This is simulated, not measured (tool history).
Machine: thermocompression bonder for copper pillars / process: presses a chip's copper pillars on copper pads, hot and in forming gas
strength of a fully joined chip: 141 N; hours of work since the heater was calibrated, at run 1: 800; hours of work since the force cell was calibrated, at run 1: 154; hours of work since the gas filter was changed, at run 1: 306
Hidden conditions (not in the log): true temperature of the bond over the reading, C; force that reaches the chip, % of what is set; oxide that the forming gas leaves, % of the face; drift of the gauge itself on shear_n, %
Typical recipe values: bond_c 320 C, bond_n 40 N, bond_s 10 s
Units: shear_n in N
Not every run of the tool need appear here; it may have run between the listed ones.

run    day  bond_c  bond_n  bond_s  hours of work since the heater was calibrated  hours of work since the force cell was calibrated  hours of work since the gas filter was changed  shear_n
  1  0.000     320      40      10                                            800                                                154                                             306     50.5
  2  0.200     320      40      10                                            802                                                157                                             309     50.8
  3  0.567     320      40      10                                            807                                                161                                             313     50.9
  4  0.850     320      40      10                                            811                                                165                                             317     50.2
  5  1.138     320      40      10                                            814                                                169                                             321     50.8
  6  1.500     320      40      10                                            819                                                173                                             325     50.8
  7  1.875     320      40      10                                            824                                                178                                             330     50.6
  8  2.242     320      40      10                                            829                                                183                                             335     50.7
  9  2.558     320      40      10                                            833                                                187                                             339     50.8
 10  2.792     333      40      10                                            836                                                190                                             342     56.5
 11  3.083     320      40      10                                            839                                                194                                             346     51.6
 12  3.271     320      40      10                                            842                                                196                                             348     51.5
 13  3.675     320      40      10                                            847                                                201                                             353     50.8
 14  4.092     320      40      10                                            852                                                207                                             359     50.7
 15  4.367     320      40      10                                            856                                                210                                             362     50.9
 16  4.625     320      40      10                                            859                                                213                                             365     50.4
 17  4.983     320      40      10                                            864                                                218                                             370     50.8
 18  5.212     320      40      10                                            867                                                221                                             373     50.7
 19  5.517     298      31      10                                            871                                                225                                             377     30.3

Estimate the outcome of run 20 from the log above:
 20  5.788     320      33      10                                            874                                                228                                             380        ?

shear_n: 40.7 N
Were there no unlogged condition in the tool, this run, its random variation unchanged, would have produced shear_n 40.7 N.

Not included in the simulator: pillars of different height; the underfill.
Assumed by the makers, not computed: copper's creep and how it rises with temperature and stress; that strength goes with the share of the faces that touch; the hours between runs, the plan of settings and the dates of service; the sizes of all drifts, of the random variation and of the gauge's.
